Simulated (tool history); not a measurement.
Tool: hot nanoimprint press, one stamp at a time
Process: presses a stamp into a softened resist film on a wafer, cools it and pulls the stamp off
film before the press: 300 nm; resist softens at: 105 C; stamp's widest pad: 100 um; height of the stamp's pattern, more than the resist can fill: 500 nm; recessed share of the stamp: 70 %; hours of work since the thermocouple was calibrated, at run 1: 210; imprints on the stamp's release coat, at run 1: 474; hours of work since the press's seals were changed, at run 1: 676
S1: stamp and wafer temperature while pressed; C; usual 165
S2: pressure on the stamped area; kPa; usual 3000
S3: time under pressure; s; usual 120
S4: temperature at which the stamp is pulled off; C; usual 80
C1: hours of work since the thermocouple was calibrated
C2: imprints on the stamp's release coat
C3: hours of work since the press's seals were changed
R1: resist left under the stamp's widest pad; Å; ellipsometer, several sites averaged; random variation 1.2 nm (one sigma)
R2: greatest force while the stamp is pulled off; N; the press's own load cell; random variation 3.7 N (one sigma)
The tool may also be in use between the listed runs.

{"run": 1, "hour": 0.0, "S1": 165, "S2": 3000, "S3": 120, "S4": 80, "C1": 210, "C2": 474, "C3": 676, "R1": 1827, "R2": 208}
{"hour": 17.9, "done": "stamp cleaned and given a new release coat"}
{"run": 2, "hour": 37.2, "S1": 165, "S2": 3000, "S3": 120, "S4": 80, "C1": 230, "C2": 95, "C3": 695, "R1": 1824, "R2": 186}
{"run": 3, "hour": 52.2, "S1": 165, "S2": 3000, "S3": 120, "S4": 80, "C1": 239, "C2": 168, "C3": 705, "R1": 1804, "R2": 186}
{"run": 4, "hour": 66.9, "S1": 165, "S2": 3000, "S3": 120, "S4": 80, "C1": 248, "C2": 240, "C3": 714, "R1": 1843, "R2": 192}
{"run": 5, "hour": 86.3, "S1": 165, "S2": 3000, "S3": 120, "S4": 80, "C1": 260, "C2": 335, "C3": 726, "R1": 1848, "R2": 201}
{"run": 6, "hour": 105.3, "S1": 165, "S2": 3000, "S3": 120, "S4": 80, "C1": 272, "C2": 428, "C3": 738, "R1": 1828, "R2": 198}
{"hour": 131.6, "done": "stamp cleaned and given a new release coat"}
{"run": 7, "hour": 142.5, "S1": 165, "S2": 3000, "S3": 120, "S4": 80, "C1": 292, "C2": 53, "C3": 757, "R1": 1843, "R2": 182}
{"run": 8, "hour": 158.6, "S1": 165, "S2": 3000, "S3": 120, "S4": 80, "C1": 302, "C2": 132, "C3": 767, "R1": 1825, "R2": 191}
{"run": 9, "hour": 177.1, "S1": 164, "S2": 3000, "S3": 120, "S4": 80, "C1": 313, "C2": 222, "C3": 779, "R1": 1910, "R2": 187}
{"run": 10, "hour": 203.6, "S1": 164, "S2": 3000, "S3": 120, "S4": 80, "C1": 330, "C2": 352, "C3": 795, "R1": 1904, "R2": 198}
{"run": 11, "hour": 233.9, "S1": 165, "S2": 3000, "S3": 120, "S4": 80, "C1": 349, "C2": 500, "C3": 814, "R1": 1869, "R2": 202}
{"hour": 244.7, "done": "stamp cleaned and given a new release coat"}
{"run": 12, "hour": 267.7, "S1": 165, "S2": 3000, "S3": 120, "S4": 80, "C1": 366, "C2": 113, "C3": 832, "R1": 1885, "R2": 193}
{"run": 13, "hour": 295.3, "S1": 165, "S2": 3000, "S3": 120, "S4": 80, "C1": 383, "C2": 248, "C3": 849, "R1": 1861, "R2": 202}
{"hour": 315.8, "done": "plate thermocouple calibrated"}
{"run": 14, "hour": 328.1, "S1": 165, "S2": 3000, "S3": 120, "S4": 80, "C1": 8, "C2": 393, "C3": 868, "R1": 1937, "R2": 210}
{"hour": 360.5, "done": "stamp cleaned and given a new release coat"}
{"run": 15, "hour": 366.6, "S1": 165, "S2": 3000, "S3": 120, "S4": 80, "C1": 28, "C2": 30, "C3": 888, "R1": 1958, "R2": 191}
{"run": 16, "hour": 402.8, "S1": 159, "S2": 4710, "S3": 120, "S4": 80, "C1": 51, "C2": 207, "C3": 910, "R1": 2064, "R2": 200}

The next listed run, before its measurement:
{"run": 17, "hour": 436.2, "S1": 159, "S2": 4710, "S3": 212, "S4": 80, "C1": 71, "C2": 371, "C3": 931, "R1": "?", "R2": "?"}

Run 17 gave R1 1728 Å, R2 197 N.
Without the tool's hidden state the same run would have given R1 1502 Å, R2 168 N.

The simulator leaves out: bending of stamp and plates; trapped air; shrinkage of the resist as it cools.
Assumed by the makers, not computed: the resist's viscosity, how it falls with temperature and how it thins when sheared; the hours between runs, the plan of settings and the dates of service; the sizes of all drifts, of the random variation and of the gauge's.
